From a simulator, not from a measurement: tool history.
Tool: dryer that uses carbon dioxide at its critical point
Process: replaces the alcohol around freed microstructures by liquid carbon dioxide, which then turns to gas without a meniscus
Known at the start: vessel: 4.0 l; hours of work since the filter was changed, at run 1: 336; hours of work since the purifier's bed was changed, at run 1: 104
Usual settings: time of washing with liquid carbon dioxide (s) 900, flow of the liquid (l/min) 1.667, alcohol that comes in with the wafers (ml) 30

run	hour	time of washing with liquid carbon dioxide (s)	flow of the liquid (l/min)	alcohol that comes in with the wafers (ml)	hours of work since the filter was changed	hours of work since the purifier's bed was changed	alcohol left in the vessel before it's heated (ppm by volume)
1	0.0	900	1.667	30	336	104	64
2	16.4	900	1.667	30	346	115	66
3	30.8	900	1.667	30	356	124	65
4	39.7	900	1.667	30	361	129	70
5	51.0	900	1.667	30	369	137	76
6	65.6	840	1.667	30	378	146	84
7	82.5	900	2.580	30	389	157	36

The next listed run, before its measurement:
8	92.6	900	2.580	30	395	163	?

Run 8 gave alcohol left in the vessel before it's heated (ppm by volume) 47.
Without the tool's hidden state the same run would have given alcohol left in the vessel before it's heated (ppm by volume) 12.

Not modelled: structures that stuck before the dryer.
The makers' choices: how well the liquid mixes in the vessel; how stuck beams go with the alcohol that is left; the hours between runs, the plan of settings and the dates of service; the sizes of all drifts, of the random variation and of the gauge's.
